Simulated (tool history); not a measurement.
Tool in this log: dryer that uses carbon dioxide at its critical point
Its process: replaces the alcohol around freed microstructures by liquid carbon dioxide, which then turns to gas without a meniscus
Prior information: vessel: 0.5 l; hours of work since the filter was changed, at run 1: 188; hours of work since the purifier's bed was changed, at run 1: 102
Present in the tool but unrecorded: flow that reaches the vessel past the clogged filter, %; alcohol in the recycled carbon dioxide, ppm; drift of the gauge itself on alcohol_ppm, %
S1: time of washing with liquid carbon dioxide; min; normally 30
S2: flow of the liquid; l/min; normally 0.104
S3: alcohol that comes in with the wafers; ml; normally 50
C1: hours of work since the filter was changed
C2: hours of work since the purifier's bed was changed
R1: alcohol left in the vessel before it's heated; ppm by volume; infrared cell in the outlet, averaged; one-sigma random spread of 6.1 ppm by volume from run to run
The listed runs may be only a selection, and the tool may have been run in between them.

run   hour  S1     S2  S3   C1   C2    R1
  1      0  30  0.104  50  188  102   319
  2      8  30  0.104  50  193  107   324
  3   19.9  30  0.074  50  201  115  1570
  4     29  30  0.104  50  207  121   328
  5   41.4  30   0.16  50  215  129    31
  6   46.8  30   0.16  50  219  133    34
  7   54.3  30   0.16  33  224  138    17
  8   64.3  30  0.104  50  230  144   349
  9   71.7  30  0.104  50  235  149   353
 10   78.8  45  0.104  50  240  154    30
 11   85.3  45  0.104  50  244  158    40
 12   96.2  45  0.104  50  251  165    40
 13  102.9  45  0.104  50  255  169    36
 14    112  45  0.104  50  261  175    29
 15  119.7  45  0.104  50  266  180    40
 16  128.9  45  0.104  50  272  186    29
 17  136.7  30   0.13  50  277  192   121
 18  141.9  30   0.13  50  281  195   110
 19    151  30   0.13  20  287  201    56
 20  163.6  30   0.13  20  295  209    60
 21  175.7  30  0.104  50  303  217   387
 22  185.4  19  0.079  21  309  223  2806

Run 23 comes next. What will it give?
 23  191.6  33  0.167  27  313  227   ?

R1: 22 ppm by volume
The same run, on a tool lacking any hidden state, would have yielded R1 7 ppm by volume.
